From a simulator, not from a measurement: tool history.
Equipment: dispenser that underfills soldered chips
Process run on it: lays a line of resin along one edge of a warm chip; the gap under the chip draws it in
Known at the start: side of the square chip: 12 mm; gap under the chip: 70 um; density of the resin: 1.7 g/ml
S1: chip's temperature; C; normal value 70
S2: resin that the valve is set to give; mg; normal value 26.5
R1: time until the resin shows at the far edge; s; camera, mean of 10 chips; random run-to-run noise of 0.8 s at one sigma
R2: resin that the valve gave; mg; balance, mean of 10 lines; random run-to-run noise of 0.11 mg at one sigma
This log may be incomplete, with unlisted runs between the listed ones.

Run 1, hour 0: usual settings. Result: R1 129.4 s, R2 25.53 mg.
Run 2, hour 6.8: usual settings. Result: R1 83.8 s, R2 25.3 mg.
Run 3, hour 12.2: usual settings. Result: R1 105.7 s, R2 25.45 mg.
Run 4, hour 17.3: usual settings. Result: R1 133.4 s, R2 25.07 mg.
Run 5, hour 21: usual settings. Result: R1 76.6 s, R2 25.23 mg.
Run 6, hour 28.9: usual settings. Result: R1 106.1 s, R2 25.11 mg.
Run 7, hour 34.2: usual settings but S2 26.7 mg. Result: R1 124.4 s, R2 26.42 mg.
Run 8, hour 42.1: usual settings but S2 26.7 mg. Result: R1 83.9 s, R2 26.64 mg.
Run 9, hour 46.3: usual settings but S2 23.7 mg. Result: R1 102.5 s, R2 23.54 mg.
Run 10, hour 52.9: usual settings but S2 23.7 mg. Result: R1 137.9 s, R2 23.6 mg.
Run 11, hour 57.7: usual settings but S2 23.7 mg. Result: R1 82.4 s, R2 23.42 mg.
Run 12, hour 64.6: usual settings but S2 23.7 mg. Result: R1 112.6 s, R2 23.5 mg.
Run 13, hour 68.7: usual settings. Result: R1 129.6 s, R2 26.17 mg.
Run 14, hour 75.2: usual settings. Result: R1 84.7 s, R2 26.17 mg.
Run 15, hour 83.3: usual settings but S2 25.1 mg. Result: R1 117.9 s, R2 24.65 mg.
Run 16, hour 86.8: usual settings but S2 25.1 mg. Result: R1 136.3 s, R2 24.76 mg.
Run 17, hour 92.2: usual settings but S2 25.1 mg. Result: R1 85.6 s, R2 24.75 mg.
Run 18, hour 99.4: usual settings but S2 26.8 mg. Result: R1 114.8 s, R2 26.2 mg.
Run 19, hour 104.2: usual settings but S1 77 C. Result: R1 98 s, R2 25.94 mg.
Run 20, hour 109.6: usual settings but S1 65 C, S2 29.1 mg. Result: R1 114.4 s, R2 28.57 mg.
Run 21, hour 115.4: usual settings but S1 65 C, S2 29.1 mg. Result: R1 143.4 s, R2 28.26 mg.
Run 22, hour 122.4: usual settings but S1 65 C, S2 29.1 mg. Result: R1 95.7 s, R2 28.15 mg.
Run 23, hour 128: usual settings but S1 73 C, S2 28.6 mg. Result: R1 79.9 s, R2 27.61 mg.
Run 24, hour 135.2: usual settings but S1 73 C, S2 28.6 mg. Result: R1 109 s, R2 27.54 mg.
Run 25, hour 141.1: usual settings but S1 56 C, S2 28.6 mg. Result: R1 171.9 s, R2 27.3 mg.
Run 26, hour 144.6: usual settings but S1 56 C, S2 28.6 mg. Result: R1 198.5 s, R2 27.52 mg.
Run 27, hour 148.3: usual settings but S1 73 C, S2 28.8 mg. Result: R1 90.4 s, R2 27.66 mg.
Run 28, hour 154: usual settings but S1 73 C, S2 28.8 mg. Result: R1 115.2 s, R2 27.51 mg.
Run 29, hour 159.5: usual settings but S1 58 C, S2 27.1 mg. Result: R1 165.9 s, R2 26.02 mg.
Run 30, hour 165: usual settings but S1 71 C, S2 29.8 mg. Result: R1 102.1 s, R2 28.3 mg.
Run 31, hour 171.1: usual settings but S1 72 C, S2 32 mg. Result: R1 124.5 s, R2 30.48 mg.
Run 32, hour 179.9: usual settings but S1 75 C, S2 32 mg. Result: R1 70.4 s, R2 31.83 mg.
Run 33, hour 184.4: usual settings but S1 57 C, S2 28 mg. Result: R1 237.3 s, R2 27.91 mg.
Run 34, hour 192.3: usual settings but S1 57 C, S2 28 mg. Result: R1 159.9 s, R2 27.73 mg.
Run 35, hour 196.3: usual settings but S1 57 C, S2 28 mg. Result: R1 184.3 s, R2 27.59 mg.

Removed from this log: 14 entries logged between the listed runs. Between which two listed runs does each belong, and how does the tool's hidden state at the listed run before it compare with that at the listed run after it?
Runs 1 to 2: new syringe of resin (hour 3.8)
  resin's viscosity, % of fresh resin's: 173.9 -> 114.4; dose that the valve gives, % of what is set: 95.91 -> 95.65; true chip temperature over the reading, C: 0.25 -> 0.26
  measured minus no-state result, R1: +54.5 -> +10 s; R2: -1.09 -> -1.15 mg
Runs 4 to 5: new syringe of resin (hour 20.6)
  resin's viscosity, % of fresh resin's: 178.1 -> 102.3; dose that the valve gives, % of what is set: 95.25 -> 95.12
  measured minus no-state result, R1: +57.8 -> +1.2 s; R2: -1.25 -> -1.29 mg
Runs 6 to 7: dispensing valve cleaned and set on the balance (hour 32.9)
  resin's viscosity, % of fresh resin's: 142.8 -> 171.3; dose that the valve gives, % of what is set: 94.81 -> 100.18; true chip temperature over the reading, C: 0.3 -> 0.31
  measured minus no-state result, R1: +31.1 -> +50.4 s; R2: -1.38 -> +0.05 mg
Runs 7 to 8: new syringe of resin (hour 38.2)
  resin's viscosity, % of fresh resin's: 171.3 -> 116.4; dose that the valve gives, % of what is set: 100.18 -> 99.88; true chip temperature over the reading, C: 0.31 -> 0.32
  measured minus no-state result, R1: +50.4 -> +10.6 s; R2: +0.05 -> -0.03 mg
Runs 10 to 11: new syringe of resin (hour 55.1)
  resin's viscosity, % of fresh resin's: 183.5 -> 111.7; dose that the valve gives, % of what is set: 99.44 -> 99.26; true chip temperature over the reading, C: 0.34 -> 0.35
  measured minus no-state result, R1: +61.5 -> +7.3 s; R2: -0.14 -> -0.18 mg
Runs 13 to 14: new syringe of resin (hour 71.7)
  resin's viscosity, % of fresh resin's: 177.8 -> 113.3; dose that the valve gives, % of what is set: 98.86 -> 98.65; true chip temperature over the reading, C: 0.37 -> 0.38
  measured minus no-state result, R1: +55.4 -> +8.6 s; R2: -0.3 -> -0.36 mg
Runs 16 to 17: new syringe of resin (hour 88.3)
  resin's viscosity, % of fresh resin's: 185.5 -> 116.8; dose that the valve gives, % of what is set: 98.16 -> 97.95; true chip temperature over the reading, C: 0.4 -> 0.41
  measured minus no-state result, R1: +61.6 -> +11 s; R2: -0.47 -> -0.52 mg
Runs 19 to 20: new syringe of resin (hour 105.1)
  resin's viscosity, % of fresh resin's: 193.7 -> 120.2; dose that the valve gives, % of what is set: 97.52 -> 97.32; true chip temperature over the reading, C: 0.43 -> 0.44
  measured minus no-state result, R1: +46.5 -> +17.1 s; R2: -0.65 -> -0.78 mg
Runs 21 to 22: new syringe of resin (hour 122)
  resin's viscosity, % of fresh resin's: 153.9 -> 102; dose that the valve gives, % of what is set: 97.1 -> 96.83; true chip temperature over the reading, C: 0.45 -> 0.46
  measured minus no-state result, R1: +48.2 -> -0.3 s; R2: -0.84 -> -0.92 mg
Runs 24 to 25: new syringe of resin (hour 138.7)
  resin's viscosity, % of fresh resin's: 174.9 -> 109.4; dose that the valve gives, % of what is set: 96.31 -> 96.08; true chip temperature over the reading, C: 0.48 -> 0.49
  measured minus no-state result, R1: +45.2 -> +10.9 s; R2: -1.06 -> -1.12 mg
Runs 28 to 29: new syringe of resin (hour 155.4)
  resin's viscosity, % of fresh resin's: 188.4 -> 118.9; dose that the valve gives, % of what is set: 95.61 -> 95.42; true chip temperature over the reading, C: 0.52 -> 0.53
  measured minus no-state result, R1: +52.6 -> +23 s; R2: -1.26 -> -1.25 mg
Runs 31 to 32: new syringe of resin (hour 172.2); dispensing valve cleaned and set on the balance (hour 176.4)
  resin's viscosity, % of fresh resin's: 194.2 -> 130.8; dose that the valve gives, % of what is set: 94.99 -> 99.58; true chip temperature over the reading, C: 0.55 -> 0.56
  measured minus no-state result, R1: +58.6 -> +15 s; R2: -1.61 -> -0.13 mg
Runs 33 to 34: new syringe of resin (hour 190.3)
  resin's viscosity, % of fresh resin's: 158.2 -> 108.8; dose that the valve gives, % of what is set: 99.41 -> 99.11; true chip temperature over the reading, C: 0.57 -> 0.58
  measured minus no-state result, R1: +82.4 -> +8.1 s; R2: -0.16 -> -0.25 mg
